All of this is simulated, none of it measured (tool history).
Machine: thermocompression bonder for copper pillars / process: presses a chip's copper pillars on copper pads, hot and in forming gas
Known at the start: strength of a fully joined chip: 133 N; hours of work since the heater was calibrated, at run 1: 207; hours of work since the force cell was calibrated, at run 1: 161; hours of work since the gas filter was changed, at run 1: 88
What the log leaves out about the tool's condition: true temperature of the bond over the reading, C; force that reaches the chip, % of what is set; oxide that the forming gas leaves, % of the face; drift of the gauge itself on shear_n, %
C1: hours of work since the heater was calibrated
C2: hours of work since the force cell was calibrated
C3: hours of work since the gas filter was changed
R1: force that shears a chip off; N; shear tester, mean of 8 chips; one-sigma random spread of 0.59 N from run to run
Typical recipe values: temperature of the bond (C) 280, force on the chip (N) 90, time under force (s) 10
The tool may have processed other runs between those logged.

Run 1, hour 0.0: usual settings; C1 207; C2 161; C3 88. Result: R1 55.1 N.
Run 2, hour 7.2: usual settings; C1 211; C2 165; C3 92. Result: R1 54.3 N.
Run 3, hour 12.1: usual settings; C1 214; C2 168; C3 95. Result: R1 54.6 N.
Run 4, hour 19.6: usual settings; C1 218; C2 173; C3 100. Result: R1 53.9 N.
Run 5, hour 27.7: usual settings; C1 223; C2 177; C3 104. Result: R1 55.5 N.
Run 6, hour 34.3: usual settings; C1 227; C2 181; C3 108. Result: R1 55.0 N.
Run 7, hour 43.1: usual settings but time under force (s) 13; C1 232; C2 187; C3 114. Result: R1 61.3 N.
Run 8, hour 47.2: usual settings but time under force (s) 13; C1 235; C2 189; C3 116. Result: R1 61.2 N.
Run 9, hour 52.1: usual settings but time under force (s) 13; C1 238; C2 192; C3 119. Result: R1 60.4 N.
Run 10, hour 57.1: usual settings but time under force (s) 13; C1 241; C2 195; C3 122. Result: R1 60.0 N.
Run 11, hour 62.2: usual settings but time under force (s) 13; C1 244; C2 198; C3 125. Result: R1 60.3 N.
Run 12, hour 68.4: usual settings but force on the chip (N) 74, time under force (s) 13; C1 248; C2 202; C3 129. Result: R1 52.8 N.
Run 13, hour 76.5: usual settings but force on the chip (N) 74, time under force (s) 13; C1 252; C2 207; C3 134. Result: R1 51.4 N.
Run 14, hour 81.9: usual settings but force on the chip (N) 74, time under force (s) 13; C1 256; C2 210; C3 137. Result: R1 52.6 N.
Run 15, hour 90.6: usual settings but force on the chip (N) 74, time under force (s) 13; C1 261; C2 215; C3 142. Result: R1 52.2 N.
Run 16, hour 97.2: usual settings but force on the chip (N) 74, time under force (s) 13; C1 265; C2 219; C3 146. Result: R1 52.4 N.
Run 17, hour 101.8: usual settings but force on the chip (N) 74, time under force (s) 13; C1 267; C2 222; C3 149. Result: R1 52.8 N.
Run 18, hour 111.6: usual settings but force on the chip (N) 74, time under force (s) 13; C1 273; C2 228; C3 155. Result: R1 52.3 N.
Run 19, hour 118.8: usual settings but force on the chip (N) 74, time under force (s) 13; C1 278; C2 232; C3 159. Result: R1 52.0 N.
Run 20, hour 124.3: usual settings but force on the chip (N) 74, time under force (s) 13; C1 281; C2 235; C3 162. Result: R1 51.8 N.
At hour 126.3: force cell calibrated.
Run 21, hour 131.1: usual settings but force on the chip (N) 74, time under force (s) 13; C1 284; C2 3; C3 165. Result: R1 52.2 N.
Run 22, hour 136.6: usual settings but force on the chip (N) 74, time under force (s) 13; C1 287; C2 6; C3 169. Result: R1 51.2 N.
At hour 143.9: force cell calibrated, once more.
Run 23, hour 144.5: usual settings but temperature of the bond (C) 284, force on the chip (N) 56, time under force (s) 6; C1 291; C2 0; C3 173. Result: R1 32.4 N.
Run 24, hour 152.3: usual settings but temperature of the bond (C) 297, force on the chip (N) 97, time under force (s) 9; C1 296; C2 5; C3 177. Result: R1 63.7 N.
Run 25, hour 156.3: usual settings but temperature of the bond (C) 297, force on the chip (N) 97, time under force (s) 9; C1 298; C2 7; C3 180. Result: R1 65.1 N.
Run 26, hour 165.6: usual settings but temperature of the bond (C) 272, force on the chip (N) 104, time under force (s) 29; C1 304; C2 13; C3 185. Result: R1 76.2 N.
Run 27, hour 172.2: usual settings but temperature of the bond (C) 272, force on the chip (N) 96, time under force (s) 29; C1 308; C2 17; C3 189. Result: R1 72.5 N.
Run 28, hour 176.9: usual settings but temperature of the bond (C) 268, time under force (s) 19; C1 311; C2 20; C3 192. Result: R1 57.5 N.
Run 29, hour 182.5: usual settings but temperature of the bond (C) 268, force on the chip (N) 57, time under force (s) 19; C1 314; C2 23; C3 195. Result: R1 43.0 N.
Run 30, hour 188.9: usual settings but temperature of the bond (C) 308, force on the chip (N) 69, time under force (s) 11; C1 318; C2 27; C3 199. Result: R1 63.0 N.
Run 31, hour 196.4: usual settings but temperature of the bond (C) 305, force on the chip (N) 112, time under force (s) 7; C1 322; C2 31; C3 204. Result: R1 69.0 N.
Run 32, hour 201.9: usual settings but temperature of the bond (C) 284, force on the chip (N) 111, time under force (s) 13; C1 326; C2 35; C3 207. Result: R1 67.7 N.
Run 33, hour 206.5: usual settings but temperature of the bond (C) 298, force on the chip (N) 68, time under force (s) 12; C1 328; C2 37; C3 210. Result: R1 57.7 N.
Run 34, hour 214.1: usual settings but temperature of the bond (C) 298, force on the chip (N) 68, time under force (s) 12; C1 333; C2 42; C3 214. Result: R1 57.8 N.
Run 35, hour 220.0: usual settings but temperature of the bond (C) 298, force on the chip (N) 104, time under force (s) 7; C1 336; C2 46; C3 218. Result: R1 61.2 N.
Run 36, hour 229.4: usual settings but temperature of the bond (C) 298, force on the chip (N) 104, time under force (s) 7; C1 342; C2 51; C3 223. Result: R1 60.8 N.
Run 37, hour 237.2: usual settings but temperature of the bond (C) 258, force on the chip (N) 109, time under force (s) 14; C1 347; C2 56; C3 228. Result: R1 49.6 N.
Run 38, hour 243.3: usual settings but temperature of the bond (C) 258, force on the chip (N) 109, time under force (s) 14; C1 350; C2 59; C3 232. Result: R1 49.8 N.
Run 39, hour 250.4: usual settings but temperature of the bond (C) 258, force on the chip (N) 109, time under force (s) 14; C1 355; C2 64; C3 236. Result: R1 50.4 N.

Measured less the same run without the tool's hidden state. The same run-to-run variation is in both; the gauge's scatter may not be:
run    R1
  1  -2.9
  2  -2.9
  3  -3.0
  4  -3.1
  5  -3.2
  6  -3.3
  7  -3.7
  8  -3.7
  9  -3.7
 10  -3.8
 11  -3.9
 12  -3.6
 13  -3.6
 14  -3.7
 15  -3.8
 16  -3.9
 17  -4.0
 18  -4.0
 19  -4.1
 20  -4.2
 21  -4.1
 22  -4.1
 23  -3.1
 24  -5.4
 25  -5.5
 26  -6.6
 27  -6.4
 28  -5.5
 29  -4.5
 30  -5.8
 31  -6.3
 32  -6.5
 33  -5.7
 34  -5.7
 35  -6.2
 36  -6.3
 37  -5.8
 38  -6.0
 39  -6.0
